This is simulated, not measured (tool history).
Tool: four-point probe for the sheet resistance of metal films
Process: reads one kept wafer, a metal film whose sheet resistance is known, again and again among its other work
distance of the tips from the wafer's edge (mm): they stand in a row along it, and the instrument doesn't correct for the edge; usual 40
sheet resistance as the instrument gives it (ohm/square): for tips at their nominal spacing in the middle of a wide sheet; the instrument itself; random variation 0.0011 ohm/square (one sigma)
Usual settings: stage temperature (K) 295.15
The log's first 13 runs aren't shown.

run	hour	stage temperature (K)	distance of the tips from the wafer's edge (mm)	touches since the probe head was changed	hours of work since the stage's thermometer was calibrated	sheet resistance as the instrument gives it (ohm/square)
14	288.5	295.15	40	46606	25	5.645281
15	316.0	301.15	40	48297	44	5.608849
16	329.8	295.15	40	49147	53	5.643112
17	344.3	295.15	31	50038	63	5.643249
18	367.2	295.15	31	51452	79	5.642315
19	387.9	305.15	21	52721	93	5.589733
20	418.2	305.15	21	54588	114	5.590603
21	447.2	306.15	46	56376	134	5.575397
22	470.4	292.15	65	57803	149	5.652966
23	496.1	291.15	12	59382	167	5.681274
24	520.1	303.15	12	60861	183	5.610597
25	537.9	293.15	56	61955	196	5.646315
26	565.2	293.15	14	63636	214	5.659382
27	583.4	295.15	6	64760	227	5.717053
28	596.4	300.15	44	65556	236	5.605950
29	611.9	295.15	43	66512	246	5.633711
30	635.7	299.15	10	67978	263	5.637113
31	653.3	299.15	5	69058	275	5.726733
32	682.2	299.15	5	70839	294	5.723385
33	697.5	300.15	46	71778	305	5.601635

Forecast each of these 3 alternatives for the next run:
A	722.8	304.15	3	73336	322	?
B	722.8	293.15	74	73336	322	?
C	722.8	294.15	48	73336	322	?

run	sheet resistance as the instrument gives it (ohm/square)
A	5.890636
B	5.638816
C	5.635093
Without the tool's hidden state the same runs would have given:
run	sheet resistance as the instrument gives it (ohm/square)
A	5.914231
B	5.661423
C	5.657694
